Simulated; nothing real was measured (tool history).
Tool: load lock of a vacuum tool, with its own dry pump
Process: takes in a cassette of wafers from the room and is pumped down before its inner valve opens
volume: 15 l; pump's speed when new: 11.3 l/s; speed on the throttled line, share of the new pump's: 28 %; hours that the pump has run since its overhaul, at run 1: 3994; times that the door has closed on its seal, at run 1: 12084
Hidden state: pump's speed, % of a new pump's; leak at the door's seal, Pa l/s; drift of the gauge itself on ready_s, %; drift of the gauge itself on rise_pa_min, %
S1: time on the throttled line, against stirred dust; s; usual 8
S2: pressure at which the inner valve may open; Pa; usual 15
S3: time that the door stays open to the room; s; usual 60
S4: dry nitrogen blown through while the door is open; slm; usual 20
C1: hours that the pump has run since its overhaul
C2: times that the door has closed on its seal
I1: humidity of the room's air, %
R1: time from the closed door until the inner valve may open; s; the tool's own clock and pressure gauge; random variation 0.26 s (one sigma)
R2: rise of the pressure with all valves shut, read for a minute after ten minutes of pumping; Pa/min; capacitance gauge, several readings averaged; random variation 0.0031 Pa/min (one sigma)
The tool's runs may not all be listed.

| run | hour | S1 | S2 | S3 | S4 | C1 | C2 | I1 | R1 | R2 |
|---|---|---|---|---|---|---|---|---|---|---|
| 1 | 0 | 8 | 15 | 60 | 20 | 3994 | 12084 | 43.8 | 17.5 | 0.106 |
| 2 | 95.1 | 8 | 15 | 60 | 34 | 4089 | 12405 | 48 | 17.3 | 0.108 |
| 3 | 178.4 | 8 | 15 | 60 | 34 | 4172 | 12686 | 44.8 | 17.5 | 0.099 |
| 4 | 243.8 | 8 | 11 | 60 | 34 | 4238 | 12907 | 45.1 | 18.7 | 0.105 |
| 5 | 335.9 | 8 | 11 | 60 | 34 | 4330 | 13218 | 44.6 | 18.2 | 0.107 |
| 6 | 478.9 | 8 | 11 | 60 | 34 | 4473 | 13701 | 46.3 | 18.2 | 0.113 |
| 7 | 612.7 | 8 | 11 | 60 | 22 | 4607 | 14152 | 46.7 | 18.6 | 0.122 |
| 8 | 690.2 | 8 | 15 | 60 | 20 | 4684 | 14414 | 43.9 | 17.7 | 0.125 |
| 9 | 791.9 | 8 | 15 | 65 | 20 | 4786 | 14757 | 45 | 17.5 | 0.142 |
| 10 | 912 | 8 | 27 | 60 | 20 | 4906 | 15163 | 45.1 | 17 | 0.137 |
| 11 | 990.8 | 8 | 27 | 60 | 20 | 4985 | 15429 | 47.5 | 17.3 | 0.143 |
| 12 | 1119.7 | 8 | 15 | 60 | 4 | 5114 | 15864 | 44.5 | 17.6 | 0.167 |
| 13 | 1210.5 | 8 | 15 | 153 | 4 | 5205 | 16171 | 43.8 | 17.9 | 0.246 |
| 14 | 1327.3 | 8 | 15 | 153 | 4 | 5321 | 16565 | 45.4 | 17.7 | 0.252 |
| 15 | 1392.9 | 8 | 15 | 153 | 4 | 5387 | 16786 | 43.1 | 17.7 | 0.237 |
| 16 | 1501.4 | 10 | 15 | 60 | 8 | 5495 | 17152 | 43.7 | 19.2 | 0.169 |
| 17 | 1616.8 | 10 | 15 | 60 | 8 | 5611 | 17542 | 45.1 | 19.2 | 0.166 |
| 18 | 1760.1 | 10 | 15 | 60 | 8 | 5754 | 18026 | 42.8 | 19.4 | 0.177 |
| 19 | 1838.8 | 11 | 12 | 69 | 41 | 5833 | 18292 | 46.4 | 20.4 | 0.153 |
| 20 | 1909.9 | 11 | 16 | 219 | 12 | 5904 | 18531 | 44.9 | 19.9 | 0.27 |
| 21 | 1969.2 | 8 | 23 | 60 | 12 | 5963 | 18732 | 48.3 | 16.8 | 0.185 |
| 22 | 2044.2 | 5 | 14 | 37 | 12 | 6038 | 18985 | 44.4 | 15.8 | 0.157 |
| 23 | 2159.2 | 5 | 14 | 37 | 12 | 6153 | 19373 | 43.5 | 15.8 | 0.161 |

3 ways to go on from here, each from the tool as it stands after run 23. What would each give?
| A | 2266.9 | 14 | 14 | 37 | 8 | 6261 | 19737 | 43.4 | ? | ? |
| B | 2266.9 | 8 | 15 | 120 | 20 | 6261 | 19737 | 46.6 | ? | ? |
| C | 2266.9 | 8 | 15 | 151 | 20 | 6261 | 19737 | 48.2 | ? | ? |

| run | R1 | R2 |
|---|---|---|
| A | 22.3 | 0.172 |
| B | 18 | 0.208 |
| C | 18.2 | 0.227 |
Without the tool's hidden state the same runs would have given:
| run | R1 | R2 |
|---|---|---|
| A | 22.1 | 0.059 |
| B | 17.7 | 0.098 |
| C | 17.9 | 0.115 |
